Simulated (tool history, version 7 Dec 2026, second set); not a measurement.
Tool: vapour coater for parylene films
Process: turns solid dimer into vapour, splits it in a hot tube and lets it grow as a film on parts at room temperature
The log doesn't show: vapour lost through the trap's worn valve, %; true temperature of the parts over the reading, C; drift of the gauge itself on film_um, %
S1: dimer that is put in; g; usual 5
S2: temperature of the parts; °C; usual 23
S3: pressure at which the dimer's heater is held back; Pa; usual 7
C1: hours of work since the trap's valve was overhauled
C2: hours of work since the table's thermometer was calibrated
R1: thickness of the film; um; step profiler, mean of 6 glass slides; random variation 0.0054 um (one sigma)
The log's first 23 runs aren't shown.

| run | hour | S1 | S2 | S3 | C1 | C2 | R1 |
|---|---|---|---|---|---|---|---|
| 24 | 429.1 | 8 | 24 | 7 | 233 | 330 | 1.445 |
| 25 | 440.3 | 2 | 16 | 7 | 241 | 338 | 0.492 |
| 26 | 468.1 | 2 | 16 | 7 | 261 | 358 | 0.497 |
| 27 | 484.9 | 2 | 16 | 7 | 273 | 370 | 0.498 |
| 28 | 507.3 | 2 | 16 | 7 | 289 | 386 | 0.497 |
| 29 | 519.3 | 2 | 33 | 7 | 298 | 394 | 0.24 |
| 30 | 535.8 | 5 | 24 | 4.81 | 310 | 406 | 0.958 |
| 31 | 557.8 | 3 | 21 | 8.51 | 325 | 422 | 0.587 |

The next listed run, before its measurement:
| 32 | 584.8 | 9 | 26 | 8.6 | 345 | 441 | ? |

{"run 32": {"R1": 1.441}}
Without the tool's hidden state the same run would have given R1 1.444 um.

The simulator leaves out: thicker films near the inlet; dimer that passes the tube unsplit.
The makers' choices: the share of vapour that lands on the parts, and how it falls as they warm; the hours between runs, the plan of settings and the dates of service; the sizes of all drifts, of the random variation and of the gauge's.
